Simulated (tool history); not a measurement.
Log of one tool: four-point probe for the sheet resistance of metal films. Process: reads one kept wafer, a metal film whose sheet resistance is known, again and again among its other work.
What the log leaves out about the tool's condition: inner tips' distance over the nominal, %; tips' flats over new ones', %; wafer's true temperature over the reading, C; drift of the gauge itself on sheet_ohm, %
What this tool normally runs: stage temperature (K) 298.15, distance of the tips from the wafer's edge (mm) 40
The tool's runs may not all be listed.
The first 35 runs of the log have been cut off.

run,day,stage temperature (K),distance of the tips from the wafer's edge (mm),touches since the probe head was changed,hours of work since the stage's thermometer was calibrated,sheet resistance as the instrument gives it (ohm/square)
36,72.971,291.15,40,43399,386,4.318981
37,74.896,298.15,10,44330,405,4.334707
38,77.029,295.15,40,45362,426,4.326137
39,79.642,301.15,8,46626,452,4.343067
40,80.979,297.15,34,47272,465,4.327450
41,82.321,297.15,34,47920,478,4.329155
42,84.808,297.15,34,49123,502,4.329196
43,86.667,296.15,4,50023,520,4.362068
44,88.658,293.15,13,50987,540,4.326665
45,89.962,302.15,47,51616,553,4.335931

Predict each of these 3 candidate next runs independently; none follows another, all start after run 45:
A,92.512,298.15,29,52851,578,?
B,92.512,295.15,13,52851,578,?
C,92.512,299.15,3,52851,578,?

run,sheet resistance as the instrument gives it (ohm/square)
A,4.331323
B,4.327632
C,4.395634
Without the tool's hidden state the same runs would have given:
run,sheet resistance as the instrument gives it (ohm/square)
A,4.323839
B,4.320182
C,4.388042

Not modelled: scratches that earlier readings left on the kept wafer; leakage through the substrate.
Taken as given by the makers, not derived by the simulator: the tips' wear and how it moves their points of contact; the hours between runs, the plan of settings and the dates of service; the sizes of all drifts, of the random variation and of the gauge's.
